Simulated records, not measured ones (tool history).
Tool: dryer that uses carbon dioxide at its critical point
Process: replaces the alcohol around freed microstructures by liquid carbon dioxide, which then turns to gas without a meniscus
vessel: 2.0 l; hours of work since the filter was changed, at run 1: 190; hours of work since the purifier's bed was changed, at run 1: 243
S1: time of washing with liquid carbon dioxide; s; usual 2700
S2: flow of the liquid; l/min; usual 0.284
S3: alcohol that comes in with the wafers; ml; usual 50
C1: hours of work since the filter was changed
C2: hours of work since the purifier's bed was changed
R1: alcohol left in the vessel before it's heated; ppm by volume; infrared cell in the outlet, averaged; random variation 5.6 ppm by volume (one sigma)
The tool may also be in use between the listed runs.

Run 1, hour 0: usual settings; C1 190; C2 243. Result: R1 232 ppm by volume.
Run 2, hour 17.2: usual settings; C1 201; C2 254. Result: R1 238 ppm by volume.
Run 3, hour 33.7: usual settings but S3 85 ml; C1 211; C2 264. Result: R1 387 ppm by volume.
Run 4, hour 48.9: usual settings but S3 85 ml; C1 221; C2 273. Result: R1 398 ppm by volume.
Run 5, hour 69.1: usual settings but S3 85 ml; C1 234; C2 286. Result: R1 392 ppm by volume.
Run 6, hour 82: usual settings but S3 85 ml; C1 242; C2 294. Result: R1 406 ppm by volume.
Run 7, hour 98.6: usual settings but S3 85 ml; C1 252; C2 304. Result: R1 411 ppm by volume.
Run 8, hour 117.3: usual settings but S2 0.432 l/min; C1 264; C2 316. Result: R1 58 ppm by volume.
Run 9, hour 137.5: usual settings but S2 0.432 l/min; C1 276; C2 329. Result: R1 55 ppm by volume.
Run 10, hour 158.3: usual settings but S2 0.432 l/min; C1 289; C2 342. Result: R1 63 ppm by volume.
Run 11, hour 180.5: usual settings but S2 0.432 l/min; C1 303; C2 356. Result: R1 57 ppm by volume.
Run 12, hour 201.4: usual settings but S2 0.432 l/min; C1 316; C2 369. Result: R1 73 ppm by volume.
Run 13, hour 214.6: usual settings but S2 0.432 l/min; C1 325; C2 377. Result: R1 62 ppm by volume.
Run 14, hour 230.4: usual settings but S2 0.432 l/min; C1 335; C2 387. Result: R1 64 ppm by volume.
Run 15, hour 250.5: usual settings but S2 0.432 l/min; C1 347; C2 400. Result: R1 60 ppm by volume.
Run 16, hour 265.6: usual settings but S1 1680 s; C1 357; C2 409. Result: R1 1486 ppm by volume.
Run 17, hour 286.3: usual settings but S1 1680 s; C1 370; C2 422. Result: R1 1518 ppm by volume.
Run 18, hour 300.8: usual settings but S1 1680 s; C1 379; C2 431. Result: R1 1531 ppm by volume.
Run 19, hour 323: usual settings but S1 1680 s, S3 86 ml; C1 393; C2 445. Result: R1 2624 ppm by volume.
Run 20, hour 332.8: usual settings but S1 1680 s, S3 86 ml; C1 399; C2 451. Result: R1 2671 ppm by volume.
Run 21, hour 347.5: usual settings but S1 1680 s, S3 86 ml; C1 408; C2 460. Result: R1 2670 ppm by volume.
Run 22, hour 367.4: usual settings but S1 1680 s, S3 86 ml; C1 420; C2 473. Result: R1 2713 ppm by volume.
Run 23, hour 378.6: usual settings but S1 1680 s, S3 86 ml; C1 427; C2 480. Result: R1 2767 ppm by volume.
Run 24, hour 392.8: usual settings but S1 1680 s, S3 86 ml; C1 436; C2 489. Result: R1 2766 ppm by volume.
Run 25, hour 404.4: usual settings but S1 2340 s, S2 0.268 l/min, S3 36 ml; C1 444; C2 496. Result: R1 531 ppm by volume.
Run 26, hour 419.6: usual settings but S1 2400 s, S2 0.342 l/min, S3 86 ml; C1 453; C2 505. Result: R1 433 ppm by volume.
Run 27, hour 432.6: usual settings but S1 3480 s, S2 0.222 l/min, S3 89 ml; C1 461; C2 514. Result: R1 569 ppm by volume.
Run 28, hour 442.5: usual settings but S1 3480 s, S2 0.222 l/min, S3 89 ml; C1 467; C2 520. Result: R1 589 ppm by volume.
Run 29, hour 464.3: usual settings but S2 0.382 l/min, S3 24 ml; C1 481; C2 534. Result: R1 100 ppm by volume.
Run 30, hour 475.7: usual settings but S1 2220 s, S2 0.294 l/min, S3 37 ml; C1 488; C2 541. Result: R1 511 ppm by volume.
Run 31, hour 495.1: usual settings but S1 2400 s, S2 0.294 l/min, S3 46 ml; C1 500; C2 553. Result: R1 476 ppm by volume.
Run 32, hour 516.6: usual settings but S1 2400 s, S2 0.294 l/min, S3 46 ml; C1 514; C2 566. Result: R1 508 ppm by volume.
Run 33, hour 531.9: usual settings but S1 2400 s, S2 0.294 l/min, S3 46 ml; C1 523; C2 576. Result: R1 507 ppm by volume.
Run 34, hour 549: usual settings but S1 2400 s, S2 0.294 l/min, S3 46 ml; C1 534; C2 587. Result: R1 506 ppm by volume.
Run 35, hour 564.9: usual settings but S1 1740 s, S2 0.402 l/min, S3 43 ml; C1 544; C2 596. Result: R1 507 ppm by volume.
Run 36, hour 586.9: usual settings but S1 3120 s, S2 0.449 l/min, S3 46 ml; C1 558; C2 610. Result: R1 78 ppm by volume.
Run 37, hour 607.8: usual settings but S1 3120 s, S2 0.449 l/min, S3 46 ml; C1 571; C2 623. Result: R1 69 ppm by volume.
Run 38, hour 625.2: usual settings but S1 3300 s, S2 0.449 l/min, S3 34 ml; C1 582; C2 634. Result: R1 80 ppm by volume.
Run 39, hour 637.1: usual settings but S1 2460 s, S3 58 ml; C1 589; C2 642. Result: R1 700 ppm by volume.
At hour 641.5: inlet filter changed.
Run 40, hour 650.8: usual settings but S1 2220 s, S3 58 ml; C1 6; C2 650. Result: R1 516 ppm by volume.
Run 41, hour 664.4: usual settings but S1 2220 s, S3 58 ml; C1 14; C2 658. Result: R1 511 ppm by volume.
Run 42, hour 681.6: usual settings but S1 2220 s, S3 58 ml; C1 25; C2 669. Result: R1 540 ppm by volume.
Run 43, hour 699.3: usual settings but S1 1740 s, S3 60 ml; C1 36; C2 680. Result: R1 1270 ppm by volume.

Forecast each of these 4 alternatives for the next run:
Run A, hour 717.4: usual settings but S2 0.275 l/min; C1 48; C2 691. Result: R1 ?.
Run B, hour 717.4: usual settings but S1 3480 s, S2 0.437 l/min, S3 112 ml; C1 48; C2 691. Result: R1 ?.
Run C, hour 717.4: usual settings but S1 1980 s, S2 0.22 l/min, S3 26 ml; C1 48; C2 691. Result: R1 ?.
Run D, hour 717.4: usual settings but S1 3600 s, S2 0.358 l/min, S3 70 ml; C1 48; C2 691. Result: R1 ?.

run   R1
  A  278
  B   81
  C  840
  D   92
Without the tool's hidden state the same runs would have given:
run   R1
  A  193
  B   12
  C  731
  D   20
